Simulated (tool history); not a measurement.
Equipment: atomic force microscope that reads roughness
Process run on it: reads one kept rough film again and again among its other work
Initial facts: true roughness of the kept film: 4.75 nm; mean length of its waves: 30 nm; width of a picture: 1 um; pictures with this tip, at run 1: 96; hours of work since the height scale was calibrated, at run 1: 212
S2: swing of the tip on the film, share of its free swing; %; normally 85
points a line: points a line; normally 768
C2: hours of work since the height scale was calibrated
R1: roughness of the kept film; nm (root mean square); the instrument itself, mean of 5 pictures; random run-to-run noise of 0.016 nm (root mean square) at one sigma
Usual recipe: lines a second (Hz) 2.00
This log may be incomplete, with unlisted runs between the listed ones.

run 1 hour=0.0 | lines_a_second_(Hz)=2.00 S2=85 points_a_line=768 | pictures_with_this_tip=96 C2=212 | R1=3.709
run 2 hour=28.2 | lines_a_second_(Hz)=2.08 S2=85 points_a_line=768 | pictures_with_this_tip=122 C2=223 | R1=3.617
run 3 hour=55.1 | lines_a_second_(Hz)=2.08 S2=85 points_a_line=768 | pictures_with_this_tip=147 C2=234 | R1=3.578
run 4 hour=74.6 | lines_a_second_(Hz)=2.08 S2=85 points_a_line=768 | pictures_with_this_tip=165 C2=242 | R1=3.556
run 5 hour=102.2 | lines_a_second_(Hz)=2.00 S2=85 points_a_line=768 | pictures_with_this_tip=191 C2=254 | R1=3.541
run 6 hour=119.2 | lines_a_second_(Hz)=1.84 S2=85 points_a_line=768 | pictures_with_this_tip=207 C2=261 | R1=3.533
run 7 hour=148.3 | lines_a_second_(Hz)=2.00 S2=85 points_a_line=768 | pictures_with_this_tip=234 C2=273 | R1=3.462
run 8 hour=174.4 | lines_a_second_(Hz)=2.00 S2=85 points_a_line=768 | pictures_with_this_tip=258 C2=283 | R1=3.464
run 9 hour=187.5 | lines_a_second_(Hz)=2.00 S2=70 points_a_line=768 | pictures_with_this_tip=271 C2=289 | R1=3.564
run 10 hour=204.6 | lines_a_second_(Hz)=2.00 S2=85 points_a_line=768 | pictures_with_this_tip=286 C2=296 | R1=3.413
-- hour=216.7 new tip fitted
run 11 hour=226.0 | lines_a_second_(Hz)=2.00 S2=85 points_a_line=768 | pictures_with_this_tip=9 C2=304 | R1=3.869
run 12 hour=243.4 | lines_a_second_(Hz)=2.00 S2=85 points_a_line=768 | pictures_with_this_tip=25 C2=312 | R1=3.824
run 13 hour=264.9 | lines_a_second_(Hz)=2.00 S2=85 points_a_line=768 | pictures_with_this_tip=45 C2=320 | R1=3.823
run 14 hour=290.8 | lines_a_second_(Hz)=2.00 S2=85 points_a_line=354 | pictures_with_this_tip=69 C2=331 | R1=3.723
run 15 hour=311.6 | lines_a_second_(Hz)=2.00 S2=81 points_a_line=768 | pictures_with_this_tip=89 C2=340 | R1=3.765
run 16 hour=335.5 | lines_a_second_(Hz)=2.00 S2=81 points_a_line=768 | pictures_with_this_tip=111 C2=349 | R1=3.718
run 17 hour=361.9 | lines_a_second_(Hz)=2.00 S2=85 points_a_line=768 | pictures_with_this_tip=136 C2=360 | R1=3.617
run 18 hour=381.3 | lines_a_second_(Hz)=2.00 S2=85 points_a_line=494 | pictures_with_this_tip=154 C2=368 | R1=3.583
-- hour=383.9 height scale calibrated on a step standard
run 19 hour=394.9 | lines_a_second_(Hz)=0.97 S2=85 points_a_line=768 | pictures_with_this_tip=166 C2=5 | R1=3.724
run 20 hour=419.7 | lines_a_second_(Hz)=2.00 S2=85 points_a_line=681 | pictures_with_this_tip=189 C2=15 | R1=3.509
run 21 hour=437.8 | lines_a_second_(Hz)=2.00 S2=85 points_a_line=384 | pictures_with_this_tip=206 C2=22 | R1=3.489
run 22 hour=458.7 | lines_a_second_(Hz)=2.00 S2=85 points_a_line=768 | pictures_with_this_tip=225 C2=31 | R1=3.476
run 23 hour=480.7 | lines_a_second_(Hz)=2.00 S2=85 points_a_line=768 | pictures_with_this_tip=246 C2=40 | R1=3.480
-- hour=492.8 height scale calibrated on a step standard, once more
run 24 hour=498.0 | lines_a_second_(Hz)=2.00 S2=85 points_a_line=768 | pictures_with_this_tip=261 C2=2 | R1=3.429
run 25 hour=528.4 | lines_a_second_(Hz)=2.00 S2=85 points_a_line=768 | pictures_with_this_tip=289 C2=15 | R1=3.413
-- hour=537.0 new tip fitted
run 26 hour=541.8 | lines_a_second_(Hz)=0.93 S2=66 points_a_line=857 | pictures_with_this_tip=4 C2=20 | R1=4.210
run 27 hour=555.4 | lines_a_second_(Hz)=2.00 S2=65 points_a_line=500 | pictures_with_this_tip=17 C2=26 | R1=4.106
run 28 hour=582.7 | lines_a_second_(Hz)=2.00 S2=65 points_a_line=500 | pictures_with_this_tip=42 C2=37 | R1=4.024
run 29 hour=612.4 | lines_a_second_(Hz)=2.00 S2=65 points_a_line=500 | pictures_with_this_tip=70 C2=49 | R1=4.008
run 30 hour=632.8 | lines_a_second_(Hz)=2.39 S2=69 points_a_line=470 | pictures_with_this_tip=89 C2=57 | R1=3.886
run 31 hour=661.0 | lines_a_second_(Hz)=2.39 S2=69 points_a_line=470 | pictures_with_this_tip=115 C2=69 | R1=3.866
run 32 hour=681.1 | lines_a_second_(Hz)=2.39 S2=59 points_a_line=851 | pictures_with_this_tip=134 C2=77 | R1=3.886
run 33 hour=709.1 | lines_a_second_(Hz)=2.24 S2=71 points_a_line=595 | pictures_with_this_tip=160 C2=89 | R1=3.715
run 34 hour=726.0 | lines_a_second_(Hz)=1.93 S2=75 points_a_line=980 | pictures_with_this_tip=176 C2=96 | R1=3.710
run 35 hour=740.6 | lines_a_second_(Hz)=1.93 S2=75 points_a_line=980 | pictures_with_this_tip=190 C2=102 | R1=3.678
run 36 hour=753.3 | lines_a_second_(Hz)=0.63 S2=58 points_a_line=980 | pictures_with_this_tip=202 C2=107 | R1=3.826
run 37 hour=781.1 | lines_a_second_(Hz)=2.59 S2=61 points_a_line=420 | pictures_with_this_tip=227 C2=118 | R1=3.670
run 38 hour=800.1 | lines_a_second_(Hz)=3.07 S2=71 points_a_line=768 | pictures_with_this_tip=245 C2=126 | R1=3.542
run 39 hour=817.9 | lines_a_second_(Hz)=2.12 S2=60 points_a_line=355 | pictures_with_this_tip=262 C2=133 | R1=3.651
run 40 hour=837.7 | lines_a_second_(Hz)=1.25 S2=85 points_a_line=351 | pictures_with_this_tip=280 C2=142 | R1=3.506
-- hour=854.9 new tip fitted
run 41 hour=854.9 | lines_a_second_(Hz)=1.25 S2=85 points_a_line=351 | pictures_with_this_tip=0 C2=148 | R1=3.959
run 42 hour=870.4 | lines_a_second_(Hz)=2.00 S2=81 points_a_line=768 | pictures_with_this_tip=14 C2=155 | R1=3.887
run 43 hour=890.9 | lines_a_second_(Hz)=2.00 S2=81 points_a_line=768 | pictures_with_this_tip=33 C2=163 | R1=3.884
run 44 hour=920.6 | lines_a_second_(Hz)=2.00 S2=81 points_a_line=768 | pictures_with_this_tip=61 C2=175 | R1=3.812
run 45 hour=942.5 | lines_a_second_(Hz)=2.00 S2=81 points_a_line=768 | pictures_with_this_tip=82 C2=185 | R1=3.788
run 46 hour=968.1 | lines_a_second_(Hz)=2.00 S2=76 points_a_line=267 | pictures_with_this_tip=105 C2=195 | R1=3.729
run 47 hour=986.9 | lines_a_second_(Hz)=1.86 S2=85 points_a_line=287 | pictures_with_this_tip=123 C2=203 | R1=3.636
run 48 hour=1001.8 | lines_a_second_(Hz)=1.86 S2=85 points_a_line=287 | pictures_with_this_tip=137 C2=209 | R1=3.580
run 49 hour=1024.1 | lines_a_second_(Hz)=1.08 S2=88 points_a_line=268 | pictures_with_this_tip=158 C2=218 | R1=3.664

Alternative continuations, all from the tool just after run 49; predict every row:
run A hour=1051.2 | lines_a_second_(Hz)=2.61 S2=66 points_a_line=268 | pictures_with_this_tip=183 C2=229 | R1=?
run B hour=1051.2 | lines_a_second_(Hz)=0.62 S2=75 points_a_line=548 | pictures_with_this_tip=183 C2=229 | R1=?
run C hour=1051.2 | lines_a_second_(Hz)=1.06 S2=63 points_a_line=431 | pictures_with_this_tip=183 C2=229 | R1=?
run D hour=1051.2 | lines_a_second_(Hz)=1.08 S2=62 points_a_line=916 | pictures_with_this_tip=183 C2=229 | R1=?
run E hour=1051.2 | lines_a_second_(Hz)=2.38 S2=85 points_a_line=768 | pictures_with_this_tip=183 C2=229 | R1=?

run=A R1=3.667
run=B R1=3.795
run=C R1=3.814
run=D R1=3.825
run=E R1=3.507
Stripped of hidden state, with their random variation kept, the same runs would have yielded:
run=A R1=4.073
run=B R1=4.215
run=C R1=4.237
run=D R1=4.248
run=E R1=3.895
